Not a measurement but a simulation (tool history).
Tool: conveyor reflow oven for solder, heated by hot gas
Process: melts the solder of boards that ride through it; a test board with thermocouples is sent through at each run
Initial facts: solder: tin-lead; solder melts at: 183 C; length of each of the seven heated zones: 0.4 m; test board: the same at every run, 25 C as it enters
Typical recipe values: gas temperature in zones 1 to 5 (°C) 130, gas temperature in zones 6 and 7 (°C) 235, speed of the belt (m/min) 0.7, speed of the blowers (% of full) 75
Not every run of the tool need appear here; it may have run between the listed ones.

run,hour,gas temperature in zones 1 to 5 (°C),gas temperature in zones 6 and 7 (°C),speed of the belt (m/min),speed of the blowers (% of full),highest temperature of the board (°C),time above the solder's melting point (s)
1,0.0,130,235,0.7,75,214.0,46.1
2,33.3,130,235,0.7,75,213.6,46.0
3,74.4,130,235,0.7,75,213.4,46.0
4,110.7,130,235,0.7,75,213.8,45.6
5,145.2,130,235,0.7,75,213.5,45.8
6,181.2,130,235,0.7,75,213.0,46.2
7,208.8,130,235,0.7,75,212.8,44.9
# hour 215.9: flux residue cleaned out of gas plates and filters
8,249.9,130,235,0.7,75,213.3,44.6

Expected results for the next run?
9,281.2,130,235,0.7,75,?,?

highest temperature of the board (°C): 213.0
time above the solder's melting point (s): 44.0
On a tool with no hidden condition, and with the same random variation, this run would have come out at highest temperature of the board (°C) 215.4, time above the solder's melting point (s) 46.1.

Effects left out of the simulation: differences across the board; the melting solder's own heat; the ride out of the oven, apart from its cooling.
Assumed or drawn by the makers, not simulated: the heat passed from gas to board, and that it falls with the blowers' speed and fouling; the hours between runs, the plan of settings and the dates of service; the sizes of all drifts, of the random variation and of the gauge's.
